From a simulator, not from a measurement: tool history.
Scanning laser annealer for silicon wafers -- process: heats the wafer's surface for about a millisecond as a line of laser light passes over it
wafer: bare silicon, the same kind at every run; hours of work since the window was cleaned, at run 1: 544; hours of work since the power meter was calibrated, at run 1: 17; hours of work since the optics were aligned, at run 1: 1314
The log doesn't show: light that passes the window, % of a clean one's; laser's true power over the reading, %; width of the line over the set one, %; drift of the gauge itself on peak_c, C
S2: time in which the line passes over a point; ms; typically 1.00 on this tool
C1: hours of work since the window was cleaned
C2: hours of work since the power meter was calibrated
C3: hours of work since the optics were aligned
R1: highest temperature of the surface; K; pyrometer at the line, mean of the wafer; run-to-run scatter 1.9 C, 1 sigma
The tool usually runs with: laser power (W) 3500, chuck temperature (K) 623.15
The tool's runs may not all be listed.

run 1 hour=0.0 | laser_power_(W)=3500 S2=1.00 chuck_temperature_(K)=623.15 | C1=544 C2=17 C3=1314 | R1=1401.15
run 2 hour=10.4 | laser_power_(W)=3500 S2=1.00 chuck_temperature_(K)=623.15 | C1=551 C2=24 C3=1321 | R1=1402.15
run 3 hour=15.8 | laser_power_(W)=3500 S2=1.00 chuck_temperature_(K)=623.15 | C1=555 C2=28 C3=1325 | R1=1399.15
run 4 hour=25.4 | laser_power_(W)=3500 S2=1.00 chuck_temperature_(K)=623.15 | C1=561 C2=35 C3=1331 | R1=1400.15
run 5 hour=32.7 | laser_power_(W)=3500 S2=1.00 chuck_temperature_(K)=623.15 | C1=567 C2=40 C3=1336 | R1=1399.15
run 6 hour=45.3 | laser_power_(W)=3500 S2=1.00 chuck_temperature_(K)=623.15 | C1=575 C2=48 C3=1345 | R1=1404.15
run 7 hour=56.9 | laser_power_(W)=3500 S2=1.00 chuck_temperature_(K)=623.15 | C1=583 C2=56 C3=1353 | R1=1403.15
run 8 hour=67.6 | laser_power_(W)=3500 S2=1.00 chuck_temperature_(K)=623.15 | C1=591 C2=64 C3=1360 | R1=1401.15
run 9 hour=73.4 | laser_power_(W)=3500 S2=1.00 chuck_temperature_(K)=623.15 | C1=595 C2=68 C3=1365 | R1=1400.15
-- hour=85.8 optics aligned, line set to its width
run 10 hour=89.6 | laser_power_(W)=3500 S2=1.00 chuck_temperature_(K)=606.15 | C1=603 C2=76 C3=3 | R1=1396.15
run 11 hour=100.5 | laser_power_(W)=3500 S2=1.00 chuck_temperature_(K)=606.15 | C1=610 C2=83 C3=10 | R1=1401.15
run 12 hour=112.0 | laser_power_(W)=3500 S2=1.00 chuck_temperature_(K)=606.15 | C1=618 C2=91 C3=18 | R1=1394.15
-- hour=118.7 window over the wafer cleaned
run 13 hour=125.1 | laser_power_(W)=3500 S2=1.00 chuck_temperature_(K)=606.15 | C1=4 C2=99 C3=26 | R1=1385.15
run 14 hour=134.8 | laser_power_(W)=3500 S2=1.00 chuck_temperature_(K)=623.15 | C1=11 C2=106 C3=33 | R1=1401.15
run 15 hour=146.8 | laser_power_(W)=3500 S2=1.00 chuck_temperature_(K)=623.15 | C1=20 C2=114 C3=41 | R1=1401.15
run 16 hour=152.3 | laser_power_(W)=3500 S2=1.00 chuck_temperature_(K)=623.15 | C1=23 C2=118 C3=45 | R1=1399.15
run 17 hour=162.1 | laser_power_(W)=3500 S2=1.00 chuck_temperature_(K)=619.15 | C1=30 C2=125 C3=52 | R1=1397.15
-- hour=169.3 window over the wafer cleaned, once more
run 18 hour=172.6 | laser_power_(W)=3500 S2=1.00 chuck_temperature_(K)=619.15 | C1=2 C2=131 C3=57 | R1=1438.15
run 19 hour=184.2 | laser_power_(W)=3500 S2=1.00 chuck_temperature_(K)=619.15 | C1=10 C2=139 C3=66 | R1=1440.15
run 20 hour=194.4 | laser_power_(W)=3500 S2=1.00 chuck_temperature_(K)=623.15 | C1=17 C2=146 C3=73 | R1=1446.15
run 21 hour=205.6 | laser_power_(W)=3500 S2=1.00 chuck_temperature_(K)=635.15 | C1=25 C2=153 C3=80 | R1=1454.15
run 22 hour=214.2 | laser_power_(W)=3500 S2=1.00 chuck_temperature_(K)=635.15 | C1=31 C2=159 C3=86 | R1=1454.15
run 23 hour=224.5 | laser_power_(W)=3815 S2=1.22 chuck_temperature_(K)=623.15 | C1=38 C2=167 C3=94 | R1=1595.15
run 24 hour=236.3 | laser_power_(W)=3500 S2=1.00 chuck_temperature_(K)=591.15 | C1=47 C2=175 C3=102 | R1=1409.15
run 25 hour=247.6 | laser_power_(W)=3025 S2=1.00 chuck_temperature_(K)=612.15 | C1=54 C2=183 C3=110 | R1=1318.15
run 26 hour=258.4 | laser_power_(W)=3389 S2=0.70 chuck_temperature_(K)=642.15 | C1=62 C2=190 C3=117 | R1=1315.15
run 27 hour=266.9 | laser_power_(W)=3389 S2=0.70 chuck_temperature_(K)=642.15 | C1=68 C2=196 C3=123 | R1=1316.15
run 28 hour=274.2 | laser_power_(W)=3740 S2=1.00 chuck_temperature_(K)=616.15 | C1=73 C2=201 C3=128 | R1=1489.15
run 29 hour=284.6 | laser_power_(W)=3740 S2=1.00 chuck_temperature_(K)=616.15 | C1=80 C2=208 C3=135 | R1=1490.15
run 30 hour=292.9 | laser_power_(W)=3790 S2=1.11 chuck_temperature_(K)=607.15 | C1=86 C2=214 C3=141 | R1=1533.15
run 31 hour=298.8 | laser_power_(W)=3509 S2=0.75 chuck_temperature_(K)=651.15 | C1=90 C2=218 C3=145 | R1=1369.15
run 32 hour=310.6 | laser_power_(W)=3193 S2=0.80 chuck_temperature_(K)=651.15 | C1=98 C2=226 C3=153 | R1=1322.15
run 33 hour=317.8 | laser_power_(W)=3319 S2=0.80 chuck_temperature_(K)=597.15 | C1=103 C2=231 C3=158 | R1=1294.15
run 34 hour=328.3 | laser_power_(W)=3319 S2=0.80 chuck_temperature_(K)=597.15 | C1=110 C2=239 C3=166 | R1=1295.15
run 35 hour=334.1 | laser_power_(W)=3319 S2=0.76 chuck_temperature_(K)=588.15 | C1=114 C2=243 C3=170 | R1=1271.15
run 36 hour=342.1 | laser_power_(W)=3319 S2=0.76 chuck_temperature_(K)=588.15 | C1=120 C2=248 C3=175 | R1=1270.15
run 37 hour=354.0 | laser_power_(W)=3320 S2=1.23 chuck_temperature_(K)=662.15 | C1=128 C2=256 C3=183 | R1=1509.15

The next listed run, before its measurement:
run 38 hour=361.7 | laser_power_(W)=3320 S2=1.23 chuck_temperature_(K)=662.15 | C1=134 C2=262 C3=189 | R1=?

{"run 38": {"R1": 1508.15}}
Without the tool's hidden state the same run would have given R1 1520.15 K.
